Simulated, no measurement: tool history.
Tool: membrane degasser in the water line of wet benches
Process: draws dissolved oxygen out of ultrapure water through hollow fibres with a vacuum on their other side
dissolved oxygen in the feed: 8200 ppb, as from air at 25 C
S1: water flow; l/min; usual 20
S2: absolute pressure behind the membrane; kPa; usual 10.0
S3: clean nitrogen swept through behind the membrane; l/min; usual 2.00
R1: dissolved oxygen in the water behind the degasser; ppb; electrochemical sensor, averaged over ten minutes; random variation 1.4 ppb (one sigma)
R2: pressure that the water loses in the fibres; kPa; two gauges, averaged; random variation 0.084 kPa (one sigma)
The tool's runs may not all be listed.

Run 1, hour 0.0: usual settings. Result: R1 240.4 ppb, R2 28.38 kPa.
Run 2, hour 41.0: usual settings but S1 12 l/min. Result: R1 110.0 ppb, R2 17.08 kPa.
Run 3, hour 76.5: usual settings. Result: R1 238.6 ppb, R2 28.37 kPa.
Run 4, hour 151.2: usual settings. Result: R1 240.9 ppb, R2 28.38 kPa.
Run 5, hour 228.5: usual settings. Result: R1 241.1 ppb, R2 28.36 kPa.
Run 6, hour 302.6: usual settings but S3 1.89 l/min. Result: R1 247.3 ppb, R2 28.33 kPa.
Run 7, hour 363.6: usual settings but S3 1.89 l/min. Result: R1 249.6 ppb, R2 28.49 kPa.
Run 8, hour 418.1: usual settings. Result: R1 239.1 ppb, R2 28.55 kPa.
Run 9, hour 463.2: usual settings. Result: R1 239.7 ppb, R2 28.44 kPa.
Run 10, hour 530.0: usual settings but S2 10.7 kPa. Result: R1 253.5 ppb, R2 28.31 kPa.
Run 11, hour 580.4: usual settings but S1 25 l/min, S2 14.2 kPa. Result: R1 467.2 ppb, R2 35.53 kPa.
Run 12, hour 647.5: usual settings but S1 21 l/min, S2 8.3 kPa. Result: R1 223.0 ppb, R2 29.97 kPa.
Run 13, hour 717.6: usual settings but S1 30 l/min, S2 15.8 kPa, S3 2.53 l/min. Result: R1 585.9 ppb, R2 42.62 kPa.
Run 14, hour 766.4: usual settings but S1 12 l/min, S2 7.8 kPa. Result: R1 81.0 ppb, R2 17.11 kPa.
Run 15, hour 828.5: usual settings but S1 24 l/min, S2 22.9 kPa. Result: R1 653.7 ppb, R2 34.22 kPa.
Run 16, hour 900.9: usual settings but S1 17 l/min. Result: R1 185.6 ppb, R2 24.21 kPa.
Run 17, hour 969.3: usual settings but S1 17 l/min. Result: R1 183.2 ppb, R2 24.24 kPa.
Run 18, hour 1025.8: usual settings but S1 19 l/min, S3 3.66 l/min. Result: R1 154.5 ppb, R2 27.07 kPa.
Run 19, hour 1061.3: usual settings but S1 17 l/min, S2 14.5 kPa, S3 2.40 l/min. Result: R1 236.3 ppb, R2 24.17 kPa.

Forecast each of these 3 alternatives for the next run:
Run A, hour 1138.3: usual settings but S1 17 l/min, S2 22.8 kPa, S3 1.65 l/min. Result: R1 ?, R2 ?.
Run B, hour 1138.3: usual settings but S1 15 l/min, S2 12.6 kPa, S3 3.16 l/min. Result: R1 ?, R2 ?.
Run C, hour 1138.3: usual settings but S1 18 l/min, S2 15.0 kPa, S3 1.50 l/min. Result: R1 ?, R2 ?.

run     R1     R2
  A  502.9  24.23
  B  139.3  21.22
  C  376.1  25.70
Without the tool's hidden state the same runs would have given:
run     R1     R2
  A  493.2  23.85
  B  133.6  20.88
  C  364.9  25.29

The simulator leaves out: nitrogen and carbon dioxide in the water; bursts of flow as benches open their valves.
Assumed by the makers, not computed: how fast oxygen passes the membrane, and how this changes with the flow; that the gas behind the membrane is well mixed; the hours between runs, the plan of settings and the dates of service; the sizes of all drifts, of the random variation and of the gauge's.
